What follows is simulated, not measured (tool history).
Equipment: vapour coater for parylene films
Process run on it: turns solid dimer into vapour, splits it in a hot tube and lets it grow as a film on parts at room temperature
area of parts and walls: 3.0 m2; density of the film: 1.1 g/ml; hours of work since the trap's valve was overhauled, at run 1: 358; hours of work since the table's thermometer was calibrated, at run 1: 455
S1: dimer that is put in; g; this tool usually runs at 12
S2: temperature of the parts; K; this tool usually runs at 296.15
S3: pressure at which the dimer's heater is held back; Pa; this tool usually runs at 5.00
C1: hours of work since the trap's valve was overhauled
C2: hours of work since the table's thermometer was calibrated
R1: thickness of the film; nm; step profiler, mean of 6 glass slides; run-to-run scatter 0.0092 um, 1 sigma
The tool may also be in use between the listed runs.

Run 1, hour 0.0: usual settings; C1 358; C2 455. Result: R1 2363 nm.
Run 2, hour 23.1: usual settings but S2 305.15 K; C1 377; C2 473. Result: R1 1731 nm.
Run 3, hour 35.6: usual settings but S1 7 g, S2 305.15 K; C1 387; C2 484. Result: R1 1004 nm.
Run 4, hour 49.5: usual settings but S1 7 g, S2 305.15 K; C1 398; C2 495. Result: R1 1013 nm.
At hour 59.8: trap's valve overhauled.
Run 5, hour 76.2: usual settings but S1 7 g, S2 305.15 K; C1 13; C2 513. Result: R1 1081 nm.
Run 6, hour 95.8: usual settings but S1 7 g, S2 305.15 K; C1 29; C2 529. Result: R1 1074 nm.
Run 7, hour 110.7: usual settings but S2 290.15 K; C1 41; C2 541. Result: R1 3060 nm.
Run 8, hour 124.0: usual settings; C1 52; C2 552. Result: R1 2476 nm.
Run 9, hour 135.8: usual settings but S3 10.87 Pa; C1 62; C2 562. Result: R1 2116 nm.
Run 10, hour 156.9: usual settings but S3 10.87 Pa; C1 79; C2 579. Result: R1 2101 nm.
Run 11, hour 175.6: usual settings but S3 10.87 Pa; C1 94; C2 594. Result: R1 2107 nm.
Run 12, hour 187.6: usual settings but S2 292.15 K, S3 10.87 Pa; C1 104; C2 604. Result: R1 2418 nm.
Run 13, hour 207.4: usual settings but S2 292.15 K, S3 10.87 Pa; C1 120; C2 620. Result: R1 2407 nm.
Run 14, hour 225.2: usual settings but S2 295.15 K; C1 134; C2 634. Result: R1 2531 nm.
Run 15, hour 241.8: usual settings but S2 295.15 K; C1 148; C2 647. Result: R1 2518 nm.
Run 16, hour 262.4: usual settings; C1 164; C2 664. Result: R1 2416 nm.
Run 17, hour 275.0: usual settings; C1 175; C2 674. Result: R1 2419 nm.
Run 18, hour 286.5: usual settings; C1 184; C2 684. Result: R1 2423 nm.
Run 19, hour 309.2: usual settings; C1 202; C2 702. Result: R1 2416 nm.
Run 20, hour 331.8: usual settings; C1 221; C2 720. Result: R1 2411 nm.
Run 21, hour 342.3: usual settings but S1 17 g, S3 2.87 Pa; C1 229; C2 729. Result: R1 3804 nm.
Run 22, hour 354.1: usual settings but S1 16 g, S2 297.15 K, S3 6.67 Pa; C1 239; C2 739. Result: R1 2915 nm.
Run 23, hour 363.7: usual settings but S2 304.15 K, S3 9.24 Pa; C1 247; C2 746. Result: R1 1608 nm.
Run 24, hour 376.8: usual settings but S2 294.15 K, S3 10.62 Pa; C1 257; C2 757. Result: R1 2199 nm.
Run 25, hour 386.9: usual settings but S2 294.15 K, S3 10.62 Pa; C1 265; C2 765. Result: R1 2207 nm.
Run 26, hour 408.4: usual settings but S1 6 g, S2 289.15 K, S3 9.06 Pa; C1 283; C2 783. Result: R1 1338 nm.
Run 27, hour 426.1: usual settings but S1 10 g, S2 303.15 K, S3 2.13 Pa; C1 297; C2 797. Result: R1 1839 nm.
Run 28, hour 446.4: usual settings but S1 13 g, S2 306.15 K; C1 314; C2 813. Result: R1 1830 nm.
Run 29, hour 468.0: usual settings but S1 17 g, S2 299.15 K, S3 2.68 Pa; C1 331; C2 831. Result: R1 3416 nm.
Run 30, hour 486.7: usual settings but S1 13 g, S2 288.15 K, S3 7.20 Pa; C1 346; C2 846. Result: R1 3126 nm.
Run 31, hour 508.5: usual settings but S1 7 g, S2 295.15 K, S3 3.87 Pa; C1 364; C2 864. Result: R1 1489 nm.
Run 32, hour 521.3: usual settings but S1 16 g, S2 303.15 K, S3 3.87 Pa; C1 374; C2 874. Result: R1 2590 nm.
Run 33, hour 544.1: usual settings but S1 16 g, S2 303.15 K, S3 3.87 Pa; C1 393; C2 893. Result: R1 2585 nm.
At hour 560.0: trap's valve overhauled.
Run 34, hour 562.3: usual settings but S1 13 g, S3 5.83 Pa; C1 2; C2 904. Result: R1 2616 nm.
Run 35, hour 575.5: usual settings but S1 13 g, S2 306.15 K, S3 4.21 Pa; C1 13; C2 915. Result: R1 1968 nm.
Run 36, hour 590.8: usual settings but S1 9 g, S2 306.15 K, S3 3.47 Pa; C1 25; C2 927. Result: R1 1410 nm.

Forecast run 37:
Run 37, hour 607.2: usual settings but S2 292.15 K, S3 3.47 Pa; C1 38; C2 941. Result: R1 ?.

R1: 3047 nm
With the hidden condition absent and the run-to-run variation left alone, this run would have shown R1 3127 nm.
